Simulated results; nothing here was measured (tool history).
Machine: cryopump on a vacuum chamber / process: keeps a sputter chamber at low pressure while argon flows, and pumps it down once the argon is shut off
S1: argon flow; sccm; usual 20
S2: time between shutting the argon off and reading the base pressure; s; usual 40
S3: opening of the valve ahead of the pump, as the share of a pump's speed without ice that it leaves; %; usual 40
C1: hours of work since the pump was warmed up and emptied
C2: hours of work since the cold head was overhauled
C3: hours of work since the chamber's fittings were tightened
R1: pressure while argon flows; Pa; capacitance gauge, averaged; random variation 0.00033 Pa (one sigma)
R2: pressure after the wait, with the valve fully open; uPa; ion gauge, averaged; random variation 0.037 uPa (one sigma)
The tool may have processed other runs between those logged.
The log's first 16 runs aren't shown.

run,hour,S1,S2,S3,C1,C2,C3,R1,R2
17,355.5,28,40,40,601,601,704,0.0766,2.86
18,370.0,28,40,40,607,607,710,0.0772,2.86
19,394.6,40,40,19,617,617,720,0.2253,2.94
20,422.4,40,40,19,628,628,731,0.2253,2.95
21,454.7,40,20,19,642,642,744,0.2262,4.85
22,486.0,40,20,19,654,654,757,0.2241,4.86
23,503.3,20,57,17,661,661,764,0.1253,2.37
24,519.5,9,77,40,668,668,770,0.0251,2.03
25,533.4,12,93,22,673,673,776,0.0591,1.88
26,556.5,13,20,36,683,683,785,0.0392,5.10
27,572.8,12,175,33,689,689,792,0.0398,1.54
28,593.8,12,175,33,698,698,800,0.0397,1.52
29,617.8,14,175,33,708,708,810,0.0464,1.56
30,636.2,20,22,40,715,715,817,0.0554,4.49
31,653.2,20,22,40,722,722,824,0.0562,4.55
32,684.6,19,22,39,735,735,837,0.0540,4.54
33,703.0,19,204,39,742,742,844,0.0539,1.54

Branching from run 33: 3 alternative next runs. What would each branch give?
A,729.7,19,149,39,753,753,855,?,?
B,729.7,12,204,23,753,753,855,?,?
C,729.7,26,23,18,753,753,855,?,?

run,R1,R2
A,0.0539,1.69
B,0.0564,1.52
C,0.1557,4.50
Without the tool's hidden state the same runs would have given:
run,R1,R2
A,0.0505,0.69
B,0.0543,0.54
C,0.1511,3.52

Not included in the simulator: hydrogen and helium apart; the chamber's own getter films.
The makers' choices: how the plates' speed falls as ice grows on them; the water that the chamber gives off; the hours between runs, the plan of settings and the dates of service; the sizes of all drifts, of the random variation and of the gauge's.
